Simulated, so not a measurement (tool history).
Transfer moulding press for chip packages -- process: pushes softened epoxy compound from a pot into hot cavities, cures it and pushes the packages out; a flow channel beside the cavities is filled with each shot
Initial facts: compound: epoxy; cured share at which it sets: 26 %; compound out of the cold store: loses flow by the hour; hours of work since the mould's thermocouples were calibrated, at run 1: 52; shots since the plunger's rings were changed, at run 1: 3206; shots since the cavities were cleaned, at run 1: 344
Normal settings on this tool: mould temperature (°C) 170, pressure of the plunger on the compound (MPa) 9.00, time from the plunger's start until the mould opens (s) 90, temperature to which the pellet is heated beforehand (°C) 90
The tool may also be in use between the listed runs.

run    hour  mould temperature (°C)  pressure of the plunger on the compound (MPa)  time from the plunger's start until the mould opens (s)  temperature to which the pellet is heated beforehand (°C)  hours of work since the mould's thermocouples were calibrated  shots since the plunger's rings were changed  shots since the cavities were cleaned  incoming compound's hours out of the cold store  length that the compound runs in the flow channel (mm)  greatest force on the pins that push the packages out (N)
  1     0.0                     170                                           9.00                                                       90                                                         90                                                             52                                          3206                                    344                                             39.4                                                     830                                                        462
       17.2  -- cavities cleaned with cleaning compound and waxed
  2    51.6                     170                                           9.00                                                       90                                                         90                                                             84                                          3847                                    440                                             38.7                                                     821                                                        467
       60.1  -- cavities cleaned with cleaning compound and waxed
      102.2  -- cavities cleaned with cleaning compound and waxed
      112.9  -- plunger's sealing rings changed
  3   123.2                     170                                           9.75                                                       90                                                         90                                                            125                                           132                                    237                                             46.7                                                     879                                                        413
      146.1  -- cavities cleaned with cleaning compound and waxed
      187.1  -- cavities cleaned with cleaning compound and waxed
  4   201.4                     170                                           9.75                                                       90                                                         90                                                            172                                          1095                                    184                                             20.7                                                     934                                                        415
      226.7  -- cavities cleaned with cleaning compound and waxed
  5   260.8                     170                                           9.75                                                       90                                                         90                                                            208                                          1836                                    437                                             24.2                                                     916                                                        457
      267.9  -- cavities cleaned with cleaning compound and waxed
      314.9  -- cavities cleaned with cleaning compound and waxed
  6   316.5                     170                                           9.00                                                       90                                                         83                                                            241                                          2510                                     21                                             43.7                                                     824                                                        332
      359.3  -- cavities cleaned with cleaning compound and waxed
  7   359.6                     170                                           9.00                                                       90                                                         90                                                            267                                          3042                                      4                                             46.1                                                     817                                                        326
      404.4  -- cavities cleaned with cleaning compound and waxed
      445.3  -- cavities cleaned with cleaning compound and waxed
      458.6  -- mould's thermocouples calibrated
  8   458.6                     170                                           9.00                                                       90                                                         90                                                              0                                          4245                                    145                                             26.3                                                     845                                                        397
      481.2  -- plunger's sealing rings changed
      494.5  -- cavities cleaned with cleaning compound and waxed
      535.0  -- cavities cleaned with cleaning compound and waxed
  9   545.0                     170                                           9.00                                                       90                                                         90                                                             51                                           778                                    128                                             46.0                                                     835                                                        383
      576.7  -- cavities cleaned with cleaning compound and waxed
      622.9  -- cavities cleaned with cleaning compound and waxed
 10   622.9                     170                                           9.00                                                       90                                                         96                                                             97                                          1736                                      0                                             11.0                                                     934                                                        325
      663.7  -- cavities cleaned with cleaning compound and waxed
      710.9  -- cavities cleaned with cleaning compound and waxed
 11   720.8                     170                                           9.00                                                       90                                                         96                                                            157                                          2951                                    127                                             21.0                                                     881                                                        367
      756.9  -- cavities cleaned with cleaning compound and waxed
      801.6  -- cavities cleaned with cleaning compound and waxed
 12   821.8                     170                                           9.00                                                       90                                                         96                                                            218                                          4205                                    259                                             34.1                                                     832                                                        439
      848.6  -- plunger's sealing rings changed
      850.1  -- cavities cleaned with cleaning compound and waxed
      894.7  -- cavities cleaned with cleaning compound and waxed
 13   922.5                     170                                           9.00                                                       90                                                         96                                                            277                                           908                                    357                                             25.3                                                     890                                                        459
      936.6  -- cavities cleaned with cleaning compound and waxed
      979.5  -- cavities cleaned with cleaning compound and waxed
 14   994.1                     164                                           7.70                                                       85                                                         90                                                            320                                          1784                                    185                                             26.6                                                     833                                                        608
     1009.0  -- mould's thermocouples calibrated
     1023.0  -- cavities cleaned with cleaning compound and waxed
     1065.0  -- cavities cleaned with cleaning compound and waxed
 15  1087.2                     176                                           7.39                                                      106                                                         96                                                             47                                          2912                                    284                                             15.6                                                     797                                                        364
     1106.1  -- cavities cleaned with cleaning compound and waxed
     1145.6  -- cavities cleaned with cleaning compound and waxed
 16  1171.9                     168                                           7.39                                                      106                                                         90                                                             98                                          3958                                    336                                             28.7                                                     771                                                        386
     1188.0  -- cavities cleaned with cleaning compound and waxed
     1219.8  -- plunger's sealing rings changed
 17  1225.3                     168                                           7.39                                                      106                                                         90                                                            129                                            71                                    445                                             40.4                                                     779                                                        421
     1232.2  -- cavities cleaned with cleaning compound and waxed
     1277.2  -- cavities cleaned with cleaning compound and waxed
     1320.8  -- cavities cleaned with cleaning compound and waxed
 18  1323.6                     170                                           7.40                                                       71                                                         89                                                            188                                          1271                                     36                                             40.1                                                     771                                                        530
     1361.6  -- cavities cleaned with cleaning compound and waxed
 19  1379.3                     162                                           7.40                                                       83                                                         82                                                            221                                          1964                                    227                                             15.3                                                     845                                                        820
     1405.5  -- cavities cleaned with cleaning compound and waxed
     1449.4  -- cavities cleaned with cleaning compound and waxed
 20  1464.9                     168                                          10.45                                                      111                                                         93                                                            273                                          3022                                    198                                             35.7                                                     909                                                        373
     1493.6  -- cavities cleaned with cleaning compound and waxed
 21  1511.8                     168                                           7.08                                                      111                                                         90                                                            301                                          3603                                    234                                              9.3                                                     808                                                        368
     1536.3  -- cavities cleaned with cleaning compound and waxed
     1557.1  -- mould's thermocouples calibrated
     1580.6  -- cavities cleaned with cleaning compound and waxed
     1592.0  -- plunger's sealing rings changed
 22  1603.9                     168                                           7.08                                                      111                                                         90                                                             27                                           153                                    267                                             18.5                                                     824                                                        377
     1625.0  -- cavities cleaned with cleaning compound and waxed
     1669.1  -- cavities cleaned with cleaning compound and waxed
 23  1692.9                     175                                           8.00                                                       95                                                         92                                                             80                                          1253                                    305                                             21.7                                                     842                                                        382
     1709.6  -- cavities cleaned with cleaning compound and waxed
     1749.8  -- cavities cleaned with cleaning compound and waxed
 24  1750.3                     175                                           8.00                                                       95                                                         92                                                            114                                          1950                                      8                                             20.1                                                     838                                                        306
     1789.6  -- cavities cleaned with cleaning compound and waxed
 25  1797.5                     170                                           9.00                                                       77                                                         90                                                            143                                          2534                                    102                                             11.1                                                     913                                                        495

Each row is a separate what-if for the run after 25, all from the same tool condition, not one after another. Results?
     1833.7  -- cavities cleaned with cleaning compound and waxed
  A  1850.4                     175                                           9.00                                                      115                                                         92                                                            175                                          3191                                    213                                             38.9                                                       ?                                                          ?
     1833.7  -- cavities cleaned with cleaning compound and waxed
  B  1850.4                     170                                           8.53                                                       90                                                         87                                                            175                                          3191                                    213                                             13.0                                                       ?                                                          ?
     1833.7  -- cavities cleaned with cleaning compound and waxed
  C  1850.4                     170                                           6.93                                                       90                                                         90                                                            175                                          3191                                    213                                             25.2                                                       ?                                                          ?

run  length that the compound runs in the flow channel (mm)  greatest force on the pins that push the packages out (N)
  A                                                     825                                                        371
  B                                                     879                                                        427
  C                                                     766                                                        403
Without the tool's hidden state the same runs would have given:
run  length that the compound runs in the flow channel (mm)  greatest force on the pins that push the packages out (N)
  A                                                     860                                                        295
  B                                                     916                                                        342
  C                                                     799                                                        322
